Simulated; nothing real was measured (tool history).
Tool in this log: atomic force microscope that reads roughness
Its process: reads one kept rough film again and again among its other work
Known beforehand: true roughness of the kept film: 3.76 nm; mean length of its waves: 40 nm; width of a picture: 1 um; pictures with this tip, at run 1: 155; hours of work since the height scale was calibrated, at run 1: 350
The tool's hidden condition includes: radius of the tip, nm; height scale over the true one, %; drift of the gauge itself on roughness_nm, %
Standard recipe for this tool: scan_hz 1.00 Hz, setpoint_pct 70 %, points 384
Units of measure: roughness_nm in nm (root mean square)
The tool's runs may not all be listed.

run     day  scan_hz  setpoint_pct  points  pictures with this tip  hours of work since the height scale was calibrated  roughness_nm
  1   0.000     1.00            70     384                     155                                                  350         2.998
  2   1.579     1.00            70     384                     224                                                  375         2.890
      2.900  -- new tip fitted
  3   3.988     1.00            70     384                      47                                                  412         3.185
  4   7.283     1.00            70     384                     190                                                  463         2.952
      9.492  -- new tip fitted
  5  10.308     1.00            70     384                      35                                                  510         3.203
  6  12.258     1.00            70     384                     120                                                  540         3.025
  7  14.104     1.00            70     384                     200                                                  569         2.889
     16.033  -- new tip fitted
  8  16.400     1.00            70     384                      15                                                  604         3.207
  9  18.029     1.00            70     384                      86                                                  629         3.074
 10  20.696     1.00            70     384                     202                                                  671         2.889
     22.446  -- new tip fitted
 11  23.762     1.00            70     384                      57                                                  718         3.136
 12  26.196     1.00            70     384                     163                                                  756         2.957
 13  27.946     1.00            70     442                     239                                                  783         2.880
     28.946  -- new tip fitted
 14  29.896     1.00            70     442                      41                                                  813         3.150
 15  32.500     0.58            70     384                     155                                                  853         3.005
 16  34.396     0.58            70     384                     237                                                  883         2.877
     35.442  -- new tip fitted
 17  37.242     0.58            70     384                      78                                                  926         3.163
 18  38.725     1.00            70     384                     143                                                  949         2.999
 19  41.042     1.00            70     384                     244                                                  985         2.844
     41.829  -- new tip fitted
 20  42.762     1.00            83     331                      41                                                 1012         3.026
 21  44.450     3.22            70     915                     114                                                 1038         2.779
 22  46.867     3.22            70     915                     219                                                 1075         2.628
     48.375  -- new tip fitted
 23  50.008     1.45            71     331                      71                                                 1124         3.011
 24  51.875     1.45            71     331                     153                                                 1153         2.888
     54.779  -- new tip fitted
 25  54.779     1.45            71     331                       0                                                 1198         3.175
 26  56.996     1.45            71     485                      97                                                 1232         2.973
 27  60.354     1.00            62     373                     243                                                 1284         2.896
     61.204  -- new tip fitted
 28  63.596     1.00            88     675                     104                                                 1334         2.856
 29  66.454     1.34            88     675                     228                                                 1379         2.586
     67.788  -- new tip fitted
 30  69.092     0.70            70     538                      56                                                 1419         3.182
 31  71.108     1.00            64     363                     144                                                 1450         3.012
 32  72.875     2.55            61     739                     221                                                 1478         2.811
     74.329  -- new tip fitted
 33  75.046     2.55            89     328                      31                                                 1511         2.527
 34  77.071     2.55            89     328                     119                                                 1543         2.386
     77.683  -- height scale calibrated on a step standard
 35  80.000     1.80            89     328                     245                                                   36         2.434
     80.838  -- new tip fitted
 36  82.450     2.44            55     384                      71                                                   74         3.129
 37  84.938     2.44            55     384                     179                                                  112         2.970
 38  86.771     0.95            70     291                     259                                                  141         2.833

Entry by entry between the runs, the difference in hidden state between the last listed run before and the first listed run after:
Runs 2 to 3: new tip fitted (day 2.900)
  radius of the tip, nm: 25.1 -> 12.7; height scale over the true one, %: -0.34 -> -0.37
  measured result minus the result with no hidden state, roughness_nm: -0.382 -> -0.086 nm (root mean square)
Runs 4 to 5: new tip fitted (day 9.492)
  radius of the tip, nm: 22.3 -> 12.6; height scale over the true one, %: -0.41 -> -0.45
  measured result minus the result with no hidden state, roughness_nm: -0.321 -> -0.087 nm (root mean square)
Runs 7 to 8: new tip fitted (day 16.033)
  radius of the tip, nm: 24.7 -> 11.7; height scale over the true one, %: -0.49 -> -0.52
  measured result minus the result with no hidden state, roughness_nm: -0.377 -> -0.063 nm (root mean square)
Runs 10 to 11: new tip fitted (day 22.446)
  radius of the tip, nm: 24.5 -> 14.4; height scale over the true one, %: -0.57 -> -0.61
  measured result minus the result with no hidden state, roughness_nm: -0.373 -> -0.138 nm (root mean square)
Runs 13 to 14: new tip fitted (day 28.946)
  radius of the tip, nm: 25.3 -> 14.4; height scale over the true one, %: -0.66 -> -0.68
  measured result minus the result with no hidden state, roughness_nm: -0.396 -> -0.139 nm (root mean square)
Runs 16 to 17: new tip fitted (day 35.442)
  radius of the tip, nm: 27.8 -> 15.1; height scale over the true one, %: -0.74 -> -0.77
  measured result minus the result with no hidden state, roughness_nm: -0.458 -> -0.163 nm (root mean square)
Runs 19 to 20: new tip fitted (day 41.829)
  radius of the tip, nm: 27.1 -> 12.8; height scale over the true one, %: -0.82 -> -0.84
  measured result minus the result with no hidden state, roughness_nm: -0.439 -> -0.098 nm (root mean square)
Runs 22 to 23: new tip fitted (day 48.375)
  radius of the tip, nm: 24.6 -> 15.3; height scale over the true one, %: -0.89 -> -0.93
  measured result minus the result with no hidden state, roughness_nm: -0.352 -> -0.165 nm (root mean square)
Runs 24 to 25: new tip fitted (day 54.779)
  radius of the tip, nm: 20.9 -> 10.1; height scale over the true one, %: -0.95 -> -0.99
  measured result minus the result with no hidden state, roughness_nm: -0.299 -> -0.035 nm (root mean square)
Runs 27 to 28: new tip fitted (day 61.204)
  radius of the tip, nm: 26 -> 17.1; height scale over the true one, %: -1.05 -> -1.08
  measured result minus the result with no hidden state, roughness_nm: -0.427 -> -0.206 nm (root mean square)
Runs 29 to 30: new tip fitted (day 67.788)
  radius of the tip, nm: 25.7 -> 14.2; height scale over the true one, %: -1.12 -> -1.15
  measured result minus the result with no hidden state, roughness_nm: -0.379 -> -0.153 nm (root mean square)
Runs 32 to 33: new tip fitted (day 74.329)
  radius of the tip, nm: 25 -> 12.2; height scale over the true one, %: -1.2 -> -1.22
  measured result minus the result with no hidden state, roughness_nm: -0.396 -> -0.080 nm (root mean square)
Runs 34 to 35: height scale calibrated on a step standard (day 77.683)
  radius of the tip, nm: 18.4 -> 26.8; height scale over the true one, %: -1.25 -> -0.02
  measured result minus the result with no hidden state, roughness_nm: -0.202 -> -0.348 nm (root mean square)
Runs 35 to 36: new tip fitted (day 80.838)
  radius of the tip, nm: 26.8 -> 14.8; height scale over the true one, %: -0.02 -> -0.05
  measured result minus the result with no hidden state, roughness_nm: -0.348 -> -0.130 nm (root mean square)

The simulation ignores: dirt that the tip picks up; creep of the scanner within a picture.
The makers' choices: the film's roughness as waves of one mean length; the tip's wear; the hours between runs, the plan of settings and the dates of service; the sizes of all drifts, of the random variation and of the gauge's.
